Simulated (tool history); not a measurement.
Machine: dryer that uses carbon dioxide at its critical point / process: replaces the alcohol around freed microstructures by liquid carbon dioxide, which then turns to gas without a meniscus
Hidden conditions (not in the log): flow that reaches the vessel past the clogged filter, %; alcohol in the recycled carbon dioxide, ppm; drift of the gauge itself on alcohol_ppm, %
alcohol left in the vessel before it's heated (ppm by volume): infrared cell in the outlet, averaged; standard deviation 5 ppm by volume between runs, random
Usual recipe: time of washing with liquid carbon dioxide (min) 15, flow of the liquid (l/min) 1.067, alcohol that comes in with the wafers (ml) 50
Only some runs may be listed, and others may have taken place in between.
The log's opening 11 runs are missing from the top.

| run | hour | time of washing with liquid carbon dioxide (min) | flow of the liquid (l/min) | alcohol that comes in with the wafers (ml) | hours of work since the filter was changed | hours of work since the purifier's bed was changed | alcohol left in the vessel before it's heated (ppm by volume) |
|---|---|---|---|---|---|---|---|
| 12 | 222.9 | 15 | 1.067 | 50 | 39 | 184 | 36 |
| 13 | 246.3 | 15 | 1.067 | 50 | 48 | 193 | 52 |
| 14 | 258.9 | 15 | 1.067 | 50 | 53 | 198 | 38 |
| 15 | 277.8 | 15 | 1.067 | 50 | 60 | 205 | 28 |
| 16 | 291.5 | 15 | 1.067 | 50 | 65 | 210 | 41 |
| 17 | 313.3 | 15 | 1.067 | 50 | 74 | 218 | 42 |
| 18 | 331.8 | 15 | 1.067 | 50 | 81 | 225 | 43 |
| 19 | 349.5 | 15 | 1.067 | 50 | 87 | 232 | 55 |
| 20 | 363.5 | 15 | 1.067 | 50 | 93 | 237 | 44 |
| 21 | 382.5 | 15 | 1.067 | 50 | 100 | 244 | 46 |
| 22 | 407.3 | 15 | 1.067 | 50 | 109 | 254 | 49 |

The next listed run, before its measurement:
| 23 | 422.2 | 20 | 1.067 | 22 | 115 | 260 | ? |

{"run 23": {"alcohol left in the vessel before it's heated (ppm by volume)": 31}}
Take away the tool's hidden state, keep the run-to-run variation as it was, and the same run would have given alcohol left in the vessel before it's heated (ppm by volume) 9.

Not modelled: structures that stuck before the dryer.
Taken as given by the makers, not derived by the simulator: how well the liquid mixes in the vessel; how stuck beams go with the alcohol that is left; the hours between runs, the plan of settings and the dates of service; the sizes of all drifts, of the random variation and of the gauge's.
